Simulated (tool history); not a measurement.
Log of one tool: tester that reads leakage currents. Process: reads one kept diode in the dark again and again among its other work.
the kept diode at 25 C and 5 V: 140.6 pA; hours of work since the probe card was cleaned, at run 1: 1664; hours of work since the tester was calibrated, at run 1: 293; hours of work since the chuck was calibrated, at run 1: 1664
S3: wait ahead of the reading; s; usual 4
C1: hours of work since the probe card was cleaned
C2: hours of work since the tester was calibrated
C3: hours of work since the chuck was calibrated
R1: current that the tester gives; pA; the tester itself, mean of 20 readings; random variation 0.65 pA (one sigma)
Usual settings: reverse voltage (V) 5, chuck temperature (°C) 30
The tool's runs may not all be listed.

run 1 hour=0 | reverse_voltage_(V)=5 chuck_temperature_(°C)=30 S3=4 | C1=1664 C2=293 C3=1664 | R1=215.07
run 2 hour=27.6 | reverse_voltage_(V)=5 chuck_temperature_(°C)=30 S3=0.98 | C1=1683 C2=311 C3=1683 | R1=215.54
run 3 hour=53.1 | reverse_voltage_(V)=5 chuck_temperature_(°C)=30 S3=0.98 | C1=1700 C2=328 C3=1700 | R1=216.51
run 4 hour=83.9 | reverse_voltage_(V)=5 chuck_temperature_(°C)=30 S3=0.98 | C1=1721 C2=349 C3=1721 | R1=216.93
run 5 hour=111.9 | reverse_voltage_(V)=5 chuck_temperature_(°C)=30 S3=0.98 | C1=1739 C2=367 C3=1739 | R1=215.97
run 6 hour=146.6 | reverse_voltage_(V)=5 chuck_temperature_(°C)=30 S3=0.98 | C1=1762 C2=391 C3=1762 | R1=216.34
run 7 hour=166.1 | reverse_voltage_(V)=5 chuck_temperature_(°C)=30 S3=0.98 | C1=1775 C2=404 C3=1775 | R1=215.04
run 8 hour=180.7 | reverse_voltage_(V)=5 chuck_temperature_(°C)=30 S3=0.98 | C1=1785 C2=413 C3=1785 | R1=216.17
run 9 hour=200 | reverse_voltage_(V)=5 chuck_temperature_(°C)=30 S3=4 | C1=1798 C2=426 C3=1798 | R1=215.82
run 10 hour=225.7 | reverse_voltage_(V)=5 chuck_temperature_(°C)=30 S3=4 | C1=1815 C2=443 C3=1815 | R1=215.41
run 11 hour=256.4 | reverse_voltage_(V)=5 chuck_temperature_(°C)=30 S3=4 | C1=1836 C2=464 C3=1836 | R1=215.34
run 12 hour=285.5 | reverse_voltage_(V)=6.52 chuck_temperature_(°C)=30 S3=4 | C1=1855 C2=483 C3=1855 | R1=236.17
run 13 hour=311.5 | reverse_voltage_(V)=6.52 chuck_temperature_(°C)=30 S3=4 | C1=1873 C2=501 C3=1873 | R1=237.32
run 14 hour=343.6 | reverse_voltage_(V)=6.52 chuck_temperature_(°C)=30 S3=4 | C1=1894 C2=522 C3=1894 | R1=238.37
run 15 hour=359.8 | reverse_voltage_(V)=6.52 chuck_temperature_(°C)=30 S3=4 | C1=1905 C2=533 C3=1905 | R1=236.84
run 16 hour=374.8 | reverse_voltage_(V)=6.52 chuck_temperature_(°C)=30 S3=4 | C1=1915 C2=543 C3=1915 | R1=237.59
run 17 hour=410.3 | reverse_voltage_(V)=5 chuck_temperature_(°C)=48 S3=4 | C1=1939 C2=567 C3=1939 | R1=884.92
run 18 hour=444.3 | reverse_voltage_(V)=5 chuck_temperature_(°C)=48 S3=4 | C1=1962 C2=590 C3=1962 | R1=885.14
run 19 hour=463.4 | reverse_voltage_(V)=7.61 chuck_temperature_(°C)=48 S3=4 | C1=1974 C2=602 C3=1974 | R1=1029.07
run 20 hour=495.8 | reverse_voltage_(V)=7.61 chuck_temperature_(°C)=25 S3=4 | C1=1996 C2=624 C3=1996 | R1=164.86
run 21 hour=512.8 | reverse_voltage_(V)=7.61 chuck_temperature_(°C)=25 S3=4 | C1=2007 C2=635 C3=2007 | R1=164.97
run 22 hour=541.4 | reverse_voltage_(V)=7.61 chuck_temperature_(°C)=25 S3=4 | C1=2026 C2=655 C3=2026 | R1=164.49
run 23 hour=559.4 | reverse_voltage_(V)=13.71 chuck_temperature_(°C)=49 S3=3.04 | C1=2038 C2=667 C3=2038 | R1=1366.69
run 24 hour=581 | reverse_voltage_(V)=1.35 chuck_temperature_(°C)=22 S3=0.81 | C1=2053 C2=681 C3=2053 | R1=67.95
run 25 hour=614.9 | reverse_voltage_(V)=17.04 chuck_temperature_(°C)=23 S3=6.18 | C1=2076 C2=704 C3=2076 | R1=186.68
run 26 hour=648.3 | reverse_voltage_(V)=11.19 chuck_temperature_(°C)=23 S3=3.54 | C1=2098 C2=726 C3=2098 | R1=159.69
run 27 hour=680.1 | reverse_voltage_(V)=11.19 chuck_temperature_(°C)=23 S3=3.54 | C1=2119 C2=747 C3=2119 | R1=160.03
-- hour=685 chuck's temperature calibrated
-- hour=696.5 probe card cleaned and baked
run 28 hour=715.9 | reverse_voltage_(V)=11.19 chuck_temperature_(°C)=23 S3=3.54 | C1=13 C2=768 C3=19 | R1=160.31
run 29 hour=744.6 | reverse_voltage_(V)=16.41 chuck_temperature_(°C)=25 S3=4 | C1=32 C2=787 C3=38 | R1=218.77
run 30 hour=768.5 | reverse_voltage_(V)=16.41 chuck_temperature_(°C)=25 S3=4 | C1=48 C2=803 C3=54 | R1=219.18
run 31 hour=790 | reverse_voltage_(V)=6.18 chuck_temperature_(°C)=25 S3=4 | C1=63 C2=817 C3=68 | R1=153.38
run 32 hour=809.9 | reverse_voltage_(V)=4.79 chuck_temperature_(°C)=34 S3=1.1 | C1=76 C2=831 C3=81 | R1=295.4
run 33 hour=827.8 | reverse_voltage_(V)=2.58 chuck_temperature_(°C)=23 S3=9.01 | C1=88 C2=843 C3=93 | R1=92.57
run 34 hour=855.5 | reverse_voltage_(V)=2.85 chuck_temperature_(°C)=21 S3=0.59 | C1=106 C2=861 C3=112 | R1=82.25
run 35 hour=875.8 | reverse_voltage_(V)=2.85 chuck_temperature_(°C)=21 S3=0.59 | C1=120 C2=875 C3=125 | R1=82.67
run 36 hour=898 | reverse_voltage_(V)=5 chuck_temperature_(°C)=39 S3=1.01 | C1=135 C2=890 C3=140 | R1=447
run 37 hour=926.9 | reverse_voltage_(V)=5 chuck_temperature_(°C)=39 S3=1.01 | C1=154 C2=909 C3=160 | R1=446.13
run 38 hour=946.1 | reverse_voltage_(V)=5 chuck_temperature_(°C)=22 S3=4.27 | C1=167 C2=922 C3=173 | R1=109
run 39 hour=982.4 | reverse_voltage_(V)=9.61 chuck_temperature_(°C)=41 S3=0.7 | C1=191 C2=946 C3=197 | R1=659.08

How the hidden state differs across the entries between the runs, from the last listed run before each to the first after it:
Between runs 27 and 28: chuck's temperature calibrated (hour 685); probe card cleaned and baked (hour 696.5)
  stray current of the dirty probe card, pA a volt: 0.027 -> 0.02; true chuck temperature over the reading, C: 0.01 -> 0
  measured less the result without the state, R1: +0.21 -> -0.02 pA

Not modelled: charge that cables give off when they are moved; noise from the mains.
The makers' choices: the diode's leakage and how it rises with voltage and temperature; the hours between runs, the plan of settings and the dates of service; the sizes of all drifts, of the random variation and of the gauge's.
